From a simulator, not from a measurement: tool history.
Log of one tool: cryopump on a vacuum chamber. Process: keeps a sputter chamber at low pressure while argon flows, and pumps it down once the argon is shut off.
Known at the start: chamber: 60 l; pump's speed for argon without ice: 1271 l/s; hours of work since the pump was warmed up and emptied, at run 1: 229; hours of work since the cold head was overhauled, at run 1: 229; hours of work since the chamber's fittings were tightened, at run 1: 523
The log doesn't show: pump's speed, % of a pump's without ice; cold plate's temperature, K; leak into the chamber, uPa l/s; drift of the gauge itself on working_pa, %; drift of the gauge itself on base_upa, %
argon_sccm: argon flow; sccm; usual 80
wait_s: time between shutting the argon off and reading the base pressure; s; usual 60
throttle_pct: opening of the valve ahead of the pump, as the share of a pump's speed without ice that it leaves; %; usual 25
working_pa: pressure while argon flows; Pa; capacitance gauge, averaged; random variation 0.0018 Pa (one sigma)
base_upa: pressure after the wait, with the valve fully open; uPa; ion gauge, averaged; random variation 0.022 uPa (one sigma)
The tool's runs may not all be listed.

| run | hour | argon_sccm | wait_s | throttle_pct | hours of work since the pump was warmed up and emptied | hours of work since the cold head was overhauled | hours of work since the chamber's fittings were tightened | working_pa | base_upa |
|---|---|---|---|---|---|---|---|---|---|
| 1 | 0.0 | 80 | 60 | 25 | 229 | 229 | 523 | 0.4351 | 1.10 |
| 2 | 21.1 | 80 | 60 | 25 | 246 | 246 | 540 | 0.4385 | 1.16 |
| 3 | 36.9 | 80 | 60 | 25 | 258 | 258 | 552 | 0.4398 | 1.14 |
| 4 | 57.1 | 80 | 60 | 25 | 274 | 274 | 568 | 0.4370 | 1.21 |
| 5 | 78.5 | 80 | 50 | 25 | 291 | 291 | 585 | 0.4389 | 1.29 |
| 6 | 91.7 | 80 | 50 | 25 | 302 | 302 | 596 | 0.4400 | 1.30 |
| 7 | 112.3 | 80 | 60 | 25 | 318 | 318 | 612 | 0.4413 | 1.20 |
| 8 | 128.7 | 80 | 60 | 25 | 331 | 331 | 625 | 0.4443 | 1.21 |
| 9 | 148.7 | 80 | 60 | 25 | 347 | 347 | 641 | 0.4455 | 1.29 |
| 10 | 160.8 | 80 | 60 | 25 | 356 | 356 | 650 | 0.4412 | 1.31 |
| 11 | 178.7 | 80 | 60 | 25 | 370 | 370 | 664 | 0.4443 | 1.28 |
| 12 | 195.0 | 80 | 167 | 25 | 383 | 383 | 677 | 0.4468 | 1.03 |
| 13 | 214.2 | 80 | 167 | 25 | 399 | 399 | 693 | 0.4442 | 1.05 |
| 14 | 225.9 | 80 | 167 | 25 | 408 | 408 | 702 | 0.4473 | 1.10 |
| 15 | 235.6 | 80 | 167 | 25 | 416 | 416 | 710 | 0.4496 | 1.04 |
| 16 | 248.3 | 80 | 167 | 25 | 426 | 426 | 720 | 0.4471 | 1.13 |
| 17 | 262.4 | 80 | 167 | 25 | 437 | 437 | 731 | 0.4495 | 1.12 |
| 18 | 271.3 | 80 | 51 | 27 | 444 | 444 | 738 | 0.4172 | 1.48 |
| 19 | 283.5 | 80 | 51 | 27 | 453 | 453 | 748 | 0.4169 | 1.44 |
| 20 | 292.7 | 146 | 89 | 43 | 461 | 461 | 755 | 0.4974 | 1.27 |
| 21 | 307.5 | 80 | 110 | 18 | 472 | 472 | 767 | 0.6186 | 1.24 |
| 22 | 326.4 | 149 | 173 | 15 | 487 | 487 | 782 | 1.3735 | 1.13 |
| 23 | 344.0 | 62 | 25 | 23 | 501 | 501 | 795 | 0.3815 | 2.08 |
|  | 352.5 | pump warmed up, emptied and cooled again |
| 24 | 358.5 | 78 | 60 | 18 | 5 | 509 | 803 | 0.5721 | 1.25 |
| 25 | 372.5 | 135 | 172 | 23 | 16 | 520 | 814 | 0.7863 | 1.03 |
| 26 | 392.8 | 60 | 207 | 25 | 32 | 536 | 830 | 0.3236 | 1.01 |
| 27 | 409.6 | 60 | 207 | 25 | 45 | 549 | 843 | 0.3194 | 1.02 |
| 28 | 426.8 | 58 | 61 | 45 | 59 | 563 | 857 | 0.1741 | 1.35 |
| 29 | 437.8 | 69 | 90 | 45 | 68 | 572 | 866 | 0.2071 | 1.18 |
| 30 | 455.5 | 69 | 90 | 45 | 82 | 586 | 880 | 0.2072 | 1.21 |
| 31 | 465.5 | 69 | 90 | 45 | 90 | 594 | 888 | 0.2058 | 1.24 |
| 32 | 477.4 | 136 | 31 | 31 | 99 | 603 | 897 | 0.5906 | 1.82 |
| 33 | 497.2 | 136 | 31 | 31 | 115 | 619 | 913 | 0.5922 | 1.83 |

Hidden state at the last listed run before each entry between runs and at the first one after, where it differs:
Between runs 23 and 24: pump warmed up, emptied and cooled again (hour 352.5)
  pump's speed, % of a pump's without ice: 79.8 -> 99.8; leak into the chamber, uPa l/s: 1077 -> 1084
  measured less the result without the state, working_pa: +0.0214 -> +0.0007 Pa; base_upa: +0.83 -> +0.61 uPa
